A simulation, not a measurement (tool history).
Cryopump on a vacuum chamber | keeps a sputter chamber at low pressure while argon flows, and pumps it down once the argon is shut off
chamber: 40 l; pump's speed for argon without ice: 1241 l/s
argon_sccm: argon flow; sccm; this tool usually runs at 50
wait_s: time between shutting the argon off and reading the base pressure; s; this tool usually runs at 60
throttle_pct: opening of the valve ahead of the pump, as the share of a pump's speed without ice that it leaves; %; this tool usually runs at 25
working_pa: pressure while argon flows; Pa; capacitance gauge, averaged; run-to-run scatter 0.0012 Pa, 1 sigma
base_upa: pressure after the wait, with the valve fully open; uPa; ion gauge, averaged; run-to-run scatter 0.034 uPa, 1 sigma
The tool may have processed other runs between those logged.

{"run": 1, "hour": 0.0, "argon_sccm": 50, "wait_s": 60, "throttle_pct": 25, "working_pa": 0.2736, "base_upa": 2.38}
{"run": 2, "hour": 36.5, "argon_sccm": 50, "wait_s": 60, "throttle_pct": 25, "working_pa": 0.272, "base_upa": 2.45}
{"run": 3, "hour": 63.3, "argon_sccm": 50, "wait_s": 60, "throttle_pct": 25, "working_pa": 0.2737, "base_upa": 2.44}
{"run": 4, "hour": 118.2, "argon_sccm": 50, "wait_s": 293, "throttle_pct": 25, "working_pa": 0.2755, "base_upa": 1.19}
{"run": 5, "hour": 170.8, "argon_sccm": 50, "wait_s": 60, "throttle_pct": 25, "working_pa": 0.274, "base_upa": 2.47}
{"run": 6, "hour": 226.6, "argon_sccm": 50, "wait_s": 60, "throttle_pct": 25, "working_pa": 0.2771, "base_upa": 2.48}
{"run": 7, "hour": 251.8, "argon_sccm": 50, "wait_s": 60, "throttle_pct": 25, "working_pa": 0.2769, "base_upa": 2.53}
{"run": 8, "hour": 296.9, "argon_sccm": 45, "wait_s": 60, "throttle_pct": 25, "working_pa": 0.2501, "base_upa": 2.51}
{"run": 9, "hour": 321.0, "argon_sccm": 45, "wait_s": 60, "throttle_pct": 25, "working_pa": 0.2516, "base_upa": 2.55}
{"run": 10, "hour": 360.5, "argon_sccm": 45, "wait_s": 60, "throttle_pct": 25, "working_pa": 0.2498, "base_upa": 2.5}
{"run": 11, "hour": 401.8, "argon_sccm": 45, "wait_s": 60, "throttle_pct": 25, "working_pa": 0.2483, "base_upa": 2.58}
{"run": 12, "hour": 434.4, "argon_sccm": 45, "wait_s": 60, "throttle_pct": 26, "working_pa": 0.2435, "base_upa": 2.67}
{"run": 13, "hour": 484.3, "argon_sccm": 50, "wait_s": 83, "throttle_pct": 25, "working_pa": 0.2807, "base_upa": 2.28}
{"run": 14, "hour": 515.3, "argon_sccm": 48, "wait_s": 121, "throttle_pct": 19, "working_pa": 0.3533, "base_upa": 1.87}
{"run": 15, "hour": 541.9, "argon_sccm": 79, "wait_s": 83, "throttle_pct": 25, "working_pa": 0.446, "base_upa": 2.26}
{"run": 16, "hour": 568.4, "argon_sccm": 50, "wait_s": 64, "throttle_pct": 57, "working_pa": 0.1298, "base_upa": 2.62}
{"run": 17, "hour": 618.5, "argon_sccm": 26, "wait_s": 94, "throttle_pct": 42, "working_pa": 0.0893, "base_upa": 2.21}
{"run": 18, "hour": 645.6, "argon_sccm": 50, "wait_s": 60, "throttle_pct": 34, "working_pa": 0.2102, "base_upa": 2.76}
{"run": 19, "hour": 674.7, "argon_sccm": 50, "wait_s": 60, "throttle_pct": 34, "working_pa": 0.2128, "base_upa": 2.74}
{"run": 20, "hour": 728.7, "argon_sccm": 50, "wait_s": 60, "throttle_pct": 34, "working_pa": 0.2107, "base_upa": 2.81}
{"run": 21, "hour": 771.1, "argon_sccm": 40, "wait_s": 205, "throttle_pct": 46, "working_pa": 0.1282, "base_upa": 1.73}
{"run": 22, "hour": 815.0, "argon_sccm": 91, "wait_s": 107, "throttle_pct": 27, "working_pa": 0.4855, "base_upa": 2.22}
{"run": 23, "hour": 867.7, "argon_sccm": 39, "wait_s": 43, "throttle_pct": 45, "working_pa": 0.1289, "base_upa": 3.55}
{"run": 24, "hour": 913.0, "argon_sccm": 48, "wait_s": 60, "throttle_pct": 25, "working_pa": 0.2763, "base_upa": 2.96}
{"run": 25, "hour": 951.9, "argon_sccm": 66, "wait_s": 60, "throttle_pct": 55, "working_pa": 0.1865, "base_upa": 3.05}
{"hour": 988.6, "done": "pump warmed up, emptied and cooled again"}
{"run": 26, "hour": 996.6, "argon_sccm": 23, "wait_s": 23, "throttle_pct": 25, "working_pa": 0.1264, "base_upa": 5.11}

How would selected steps in working_pa from run to run divide? Give the signed amount a tool lacking its hidden state would still show from settings, what came in and random variation, and the signed amount left for the hidden state, including any gauge scatter that is not in both of the compared results.
Hidden state present: pump's speed, % of a pump's without ice; cold plate's temperature, K; leak into the chamber, uPa l/s; drift of the gauge itself on working_pa, %; drift of the gauge itself on base_upa, %.
Run 21 -> 22: argon_sccm 40 -> 91, wait_s 205 -> 107, throttle_pct 46 -> 27. working_pa +0.3573 Pa: hidden state +0.0151, all else +0.3422.
Run 22 -> 23: argon_sccm 91 -> 39, wait_s 107 -> 43, throttle_pct 27 -> 45. working_pa -0.3566 Pa: hidden state -0.0139, all else -0.3427.
Run 25 -> 26: argon_sccm 66 -> 23, wait_s 60 -> 23, throttle_pct 55 -> 25, pump warmed up, emptied and cooled again. working_pa -0.0601 Pa: hidden state -0.0214, all else -0.0387.
